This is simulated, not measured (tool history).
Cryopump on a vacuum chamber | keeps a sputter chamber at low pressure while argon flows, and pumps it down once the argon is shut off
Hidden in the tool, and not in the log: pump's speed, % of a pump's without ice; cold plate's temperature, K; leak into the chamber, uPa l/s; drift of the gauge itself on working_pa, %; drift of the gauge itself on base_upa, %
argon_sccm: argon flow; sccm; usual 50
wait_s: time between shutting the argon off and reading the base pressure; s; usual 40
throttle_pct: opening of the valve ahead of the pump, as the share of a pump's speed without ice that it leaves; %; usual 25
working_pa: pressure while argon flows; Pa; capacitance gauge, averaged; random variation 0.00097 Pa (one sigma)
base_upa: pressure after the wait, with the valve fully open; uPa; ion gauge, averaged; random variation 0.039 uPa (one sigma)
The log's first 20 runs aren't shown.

run,day,argon_sccm,wait_s,throttle_pct,hours of work since the pump was warmed up and emptied,hours of work since the cold head was overhauled,hours of work since the chamber's fittings were tightened,working_pa,base_upa
21,11.621,29,294,38,225,225,908,0.0812,1.00
22,12.412,33,40,47,233,233,916,0.0746,2.79
23,13.117,61,26,25,240,240,923,0.2579,3.88
24,13.458,61,26,25,244,244,927,0.2591,3.88
25,13.900,64,25,25,249,249,932,0.2703,4.05
26,14.642,64,39,29,256,256,939,0.2365,2.78
27,15.262,34,197,44,263,263,946,0.0835,1.13
28,15.667,59,57,53,267,267,950,0.1207,2.15
29,16.204,59,116,21,273,273,956,0.2984,1.48
30,16.621,59,116,21,277,277,960,0.2992,1.40
31,17.062,85,279,32,282,282,965,0.2864,1.07
32,17.588,85,279,32,287,287,970,0.2834,1.09
33,18.308,85,279,32,295,295,978,0.2875,1.05
34,18.638,24,43,31,298,298,981,0.0834,2.64
35,19.175,50,107,58,304,304,987,0.0950,1.60

3 ways to go on from here, each from the tool as it stands after run 35. What would each give?
A,19.708,70,233,49,310,310,993,?,?
B,19.708,80,40,16,310,310,993,?,?
C,19.708,77,64,17,310,310,993,?,?

run,working_pa,base_upa
A,0.1566,1.15
B,0.5304,2.86
C,0.4789,2.08
Without the tool's hidden state the same runs would have given:
run,working_pa,base_upa
A,0.1489,0.56
B,0.5216,2.26
C,0.4704,1.48

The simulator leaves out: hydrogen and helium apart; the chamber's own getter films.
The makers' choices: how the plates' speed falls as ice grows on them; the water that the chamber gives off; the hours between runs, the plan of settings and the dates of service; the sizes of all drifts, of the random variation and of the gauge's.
